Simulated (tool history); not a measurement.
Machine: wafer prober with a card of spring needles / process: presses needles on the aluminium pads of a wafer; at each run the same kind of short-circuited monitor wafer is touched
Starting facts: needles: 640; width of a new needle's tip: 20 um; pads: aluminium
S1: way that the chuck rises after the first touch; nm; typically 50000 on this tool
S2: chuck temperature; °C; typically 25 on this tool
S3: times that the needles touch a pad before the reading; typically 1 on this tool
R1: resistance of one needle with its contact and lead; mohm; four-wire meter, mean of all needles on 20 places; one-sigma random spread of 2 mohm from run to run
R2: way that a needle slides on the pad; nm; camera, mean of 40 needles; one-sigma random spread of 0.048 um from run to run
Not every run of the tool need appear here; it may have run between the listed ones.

{"run": 1, "hour": 0.0, "S1": 50000, "S2": 25, "S3": 1, "R1": 219, "R2": 9030}
{"hour": 3.4, "done": "tips cleaned on abrasive film"}
{"run": 2, "hour": 9.2, "S1": 50000, "S2": 25, "S3": 1, "R1": 219, "R2": 9100}
{"hour": 14.3, "done": "tips cleaned on abrasive film"}
{"run": 3, "hour": 22.1, "S1": 50000, "S2": 25, "S3": 1, "R1": 220, "R2": 9130}
{"hour": 24.3, "done": "tips cleaned on abrasive film"}
{"hour": 33.9, "done": "tips cleaned on abrasive film"}
{"run": 4, "hour": 37.4, "S1": 50000, "S2": 25, "S3": 1, "R1": 219, "R2": 9020}
{"hour": 44.5, "done": "tips cleaned on abrasive film"}
{"hour": 54.3, "done": "tips cleaned on abrasive film"}
{"run": 5, "hour": 57.9, "S1": 43000, "S2": 25, "S3": 1, "R1": 225, "R2": 7730}
{"hour": 64.8, "done": "tips cleaned on abrasive film"}
{"run": 6, "hour": 67.6, "S1": 32000, "S2": 25, "S3": 1, "R1": 230, "R2": 5740}
{"hour": 74.6, "done": "tips cleaned on abrasive film"}
{"hour": 84.3, "done": "tips cleaned on abrasive film"}
{"hour": 87.2, "done": "height of the first contact set anew"}
{"run": 7, "hour": 88.6, "S1": 32000, "S2": 25, "S3": 1, "R1": 231, "R2": 5810}
{"hour": 95.3, "done": "tips cleaned on abrasive film"}
{"run": 8, "hour": 102.3, "S1": 32000, "S2": 25, "S3": 1, "R1": 228, "R2": 5800}
{"hour": 106.2, "done": "tips cleaned on abrasive film"}
{"run": 9, "hour": 112.6, "S1": 50000, "S2": 25, "S3": 2, "R1": 226, "R2": 8980}
{"hour": 116.3, "done": "tips cleaned on abrasive film"}
{"hour": 126.3, "done": "tips cleaned on abrasive film"}
{"run": 10, "hour": 126.3, "S1": 50000, "S2": 25, "S3": 2, "R1": 221, "R2": 9060}
{"hour": 135.8, "done": "tips cleaned on abrasive film"}
{"run": 11, "hour": 138.6, "S1": 50000, "S2": 82, "S3": 1, "R1": 237, "R2": 9080}
{"hour": 145.6, "done": "tips cleaned on abrasive film"}
{"hour": 155.0, "done": "tips cleaned on abrasive film"}
{"run": 12, "hour": 155.0, "S1": 31000, "S2": 33, "S3": 3, "R1": 233, "R2": 5700}
{"hour": 164.9, "done": "tips cleaned on abrasive film"}
{"run": 13, "hour": 164.9, "S1": 31000, "S2": 33, "S3": 3, "R1": 234, "R2": 5620}
{"hour": 175.1, "done": "tips cleaned on abrasive film"}
{"run": 14, "hour": 182.6, "S1": 31000, "S2": 33, "S3": 3, "R1": 233, "R2": 5540}
{"hour": 184.5, "done": "tips cleaned on abrasive film"}
{"run": 15, "hour": 192.8, "S1": 48000, "S2": 39, "S3": 1, "R1": 228, "R2": 8710}
{"hour": 195.0, "done": "tips cleaned on abrasive film"}
{"hour": 204.9, "done": "tips cleaned on abrasive film"}
{"run": 16, "hour": 208.9, "S1": 46000, "S2": 37, "S3": 2, "R1": 224, "R2": 8310}
{"hour": 214.5, "done": "tips cleaned on abrasive film"}
{"run": 17, "hour": 220.6, "S1": 50000, "S2": 112, "S3": 1, "R1": 242, "R2": 9050}
{"hour": 224.0, "done": "tips cleaned on abrasive film"}
{"run": 18, "hour": 230.8, "S1": 50000, "S2": 86, "S3": 2, "R1": 237, "R2": 9010}
{"hour": 233.8, "done": "tips cleaned on abrasive film"}
{"hour": 243.3, "done": "tips cleaned on abrasive film"}
{"run": 19, "hour": 249.8, "S1": 31000, "S2": 84, "S3": 3, "R1": 251, "R2": 5560}

Consider 3 possible next runs. They are alternatives, not a sequence: every one starts from the tool as it was left by run 19. What does each give?
{"hour": 252.7, "done": "tips cleaned on abrasive film"}
{"run": "A", "hour": 258.5, "S1": 37000, "S2": 84, "S3": 3, "R1": "?", "R2": "?"}
{"hour": 252.7, "done": "tips cleaned on abrasive film"}
{"run": "B", "hour": 258.5, "S1": 50000, "S2": 25, "S3": 2, "R1": "?", "R2": "?"}
{"hour": 252.7, "done": "tips cleaned on abrasive film"}
{"run": "C", "hour": 258.5, "S1": 44000, "S2": 84, "S3": 1, "R1": "?", "R2": "?"}

run=A R1=244 R2=6680
run=B R1=221 R2=8990
run=C R1=241 R2=7940
Without the tool's unlogged condition, the same runs would have read:
run=A R1=244 R2=6680
run=B R1=221 R2=8990
run=C R1=241 R2=7950

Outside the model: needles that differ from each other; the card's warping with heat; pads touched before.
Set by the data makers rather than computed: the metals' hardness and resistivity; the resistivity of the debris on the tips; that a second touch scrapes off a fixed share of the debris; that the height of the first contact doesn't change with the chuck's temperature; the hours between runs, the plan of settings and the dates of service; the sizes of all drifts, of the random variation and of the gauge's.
